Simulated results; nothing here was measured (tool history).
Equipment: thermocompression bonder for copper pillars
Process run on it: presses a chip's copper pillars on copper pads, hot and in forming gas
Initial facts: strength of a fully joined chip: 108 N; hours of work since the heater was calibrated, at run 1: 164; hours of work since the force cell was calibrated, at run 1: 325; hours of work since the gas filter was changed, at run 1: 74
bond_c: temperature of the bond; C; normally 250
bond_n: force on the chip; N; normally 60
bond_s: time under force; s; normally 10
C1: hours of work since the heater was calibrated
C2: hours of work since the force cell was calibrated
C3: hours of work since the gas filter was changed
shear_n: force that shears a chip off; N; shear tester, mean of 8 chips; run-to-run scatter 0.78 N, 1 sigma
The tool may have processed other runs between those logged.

run 1 day=0 | bond_c=250 bond_n=60 bond_s=10 | C1=164 C2=325 C3=74 | shear_n=60.4
run 2 day=1.208 | bond_c=250 bond_n=44 bond_s=10 | C1=187 C2=347 C3=96 | shear_n=44.7
run 3 day=3.1 | bond_c=261 bond_n=60 bond_s=10 | C1=221 C2=382 C3=131 | shear_n=69
run 4 day=4.692 | bond_c=261 bond_n=60 bond_s=10 | C1=251 C2=411 C3=160 | shear_n=69
run 5 day=5.896 | bond_c=261 bond_n=60 bond_s=10 | C1=273 C2=433 C3=182 | shear_n=69.4
run 6 day=7.308 | bond_c=261 bond_n=60 bond_s=10 | C1=299 C2=459 C3=208 | shear_n=69.8
run 7 day=8.558 | bond_c=261 bond_n=60 bond_s=10 | C1=321 C2=482 C3=231 | shear_n=69.4
run 8 day=10.108 | bond_c=261 bond_n=60 bond_s=10 | C1=350 C2=510 C3=260 | shear_n=69.6
run 9 day=11.371 | bond_c=261 bond_n=60 bond_s=10 | C1=373 C2=533 C3=283 | shear_n=69.4
run 10 day=12.458 | bond_c=261 bond_n=60 bond_s=10 | C1=393 C2=553 C3=303 | shear_n=71.6
run 11 day=14.238 | bond_c=250 bond_n=60 bond_s=10 | C1=426 C2=586 C3=335 | shear_n=59.2
run 12 day=15.188 | bond_c=250 bond_n=60 bond_s=10 | C1=443 C2=603 C3=353 | shear_n=59.6
-- day=16.512 forming gas filter changed
run 13 day=16.608 | bond_c=250 bond_n=60 bond_s=10 | C1=469 C2=629 C3=2 | shear_n=59.2
run 14 day=18.196 | bond_c=250 bond_n=60 bond_s=10 | C1=498 C2=658 C3=31 | shear_n=60.6
run 15 day=20.379 | bond_c=250 bond_n=60 bond_s=10 | C1=538 C2=698 C3=71 | shear_n=59.7
run 16 day=21.567 | bond_c=250 bond_n=60 bond_s=10 | C1=560 C2=720 C3=93 | shear_n=61.5
run 17 day=22.675 | bond_c=250 bond_n=54 bond_s=10 | C1=580 C2=740 C3=113 | shear_n=56
run 18 day=24.321 | bond_c=250 bond_n=54 bond_s=10 | C1=610 C2=771 C3=143 | shear_n=54.6
run 19 day=26.221 | bond_c=250 bond_n=54 bond_s=10 | C1=645 C2=805 C3=178 | shear_n=53.5
run 20 day=28.246 | bond_c=274 bond_n=88 bond_s=9 | C1=682 C2=843 C3=215 | shear_n=93.6
run 21 day=30.383 | bond_c=274 bond_n=88 bond_s=9 | C1=721 C2=882 C3=254 | shear_n=96.3
run 22 day=32.05 | bond_c=266 bond_n=62 bond_s=18 | C1=752 C2=912 C3=285 | shear_n=85.2
run 23 day=34.212 | bond_c=236 bond_n=63 bond_s=6 | C1=792 C2=952 C3=325 | shear_n=40.8
run 24 day=36.292 | bond_c=250 bond_n=60 bond_s=12 | C1=830 C2=990 C3=363 | shear_n=63.4
-- day=37.033 forming gas filter changed
run 25 day=37.529 | bond_c=250 bond_n=60 bond_s=12 | C1=852 C2=1013 C3=9 | shear_n=62.6
run 26 day=38.992 | bond_c=248 bond_n=49 bond_s=21 | C1=879 C2=1039 C3=36 | shear_n=62.2
run 27 day=41.058 | bond_c=253 bond_n=49 bond_s=11 | C1=917 C2=1077 C3=74 | shear_n=53.3
run 28 day=42.833 | bond_c=253 bond_n=49 bond_s=11 | C1=949 C2=1110 C3=106 | shear_n=52.5
run 29 day=44.925 | bond_c=242 bond_n=58 bond_s=13 | C1=988 C2=1148 C3=145 | shear_n=56.8
run 30 day=46.025 | bond_c=242 bond_n=58 bond_s=13 | C1=1008 C2=1168 C3=165 | shear_n=56.6
run 31 day=47.312 | bond_c=242 bond_n=58 bond_s=13 | C1=1032 C2=1192 C3=189 | shear_n=56.7
run 32 day=48.696 | bond_c=235 bond_n=45 bond_s=14 | C1=1057 C2=1217 C3=214 | shear_n=40.7
run 33 day=49.729 | bond_c=235 bond_n=45 bond_s=14 | C1=1076 C2=1236 C3=233 | shear_n=41.3
run 34 day=51.542 | bond_c=241 bond_n=45 bond_s=15 | C1=1109 C2=1270 C3=266 | shear_n=47.1

What if the next run were any one of these 5? Each begins from the tool's condition after run 34:
-- day=51.846 force cell calibrated
run A day=53.567 | bond_c=221 bond_n=84 bond_s=10 | C1=1145 C2=32 C3=302 | shear_n=?
-- day=51.846 force cell calibrated
run B day=53.567 | bond_c=241 bond_n=79 bond_s=15 | C1=1145 C2=32 C3=302 | shear_n=?
-- day=51.846 force cell calibrated
run C day=53.567 | bond_c=250 bond_n=60 bond_s=13 | C1=1145 C2=32 C3=302 | shear_n=?
-- day=51.846 force cell calibrated
run D day=53.567 | bond_c=257 bond_n=60 bond_s=10 | C1=1145 C2=32 C3=302 | shear_n=?
-- day=51.846 force cell calibrated
run E day=53.567 | bond_c=250 bond_n=40 bond_s=10 | C1=1145 C2=32 C3=302 | shear_n=?

run=A shear_n=50.2
run=B shear_n=73.9
run=C shear_n=65.1
run=D shear_n=66.3
run=E shear_n=41.3
Without the tool's unlogged condition, the same runs would have read:
run=A shear_n=50.5
run=B shear_n=74.3
run=C shear_n=65.5
run=D shear_n=66.7
run=E shear_n=41.6

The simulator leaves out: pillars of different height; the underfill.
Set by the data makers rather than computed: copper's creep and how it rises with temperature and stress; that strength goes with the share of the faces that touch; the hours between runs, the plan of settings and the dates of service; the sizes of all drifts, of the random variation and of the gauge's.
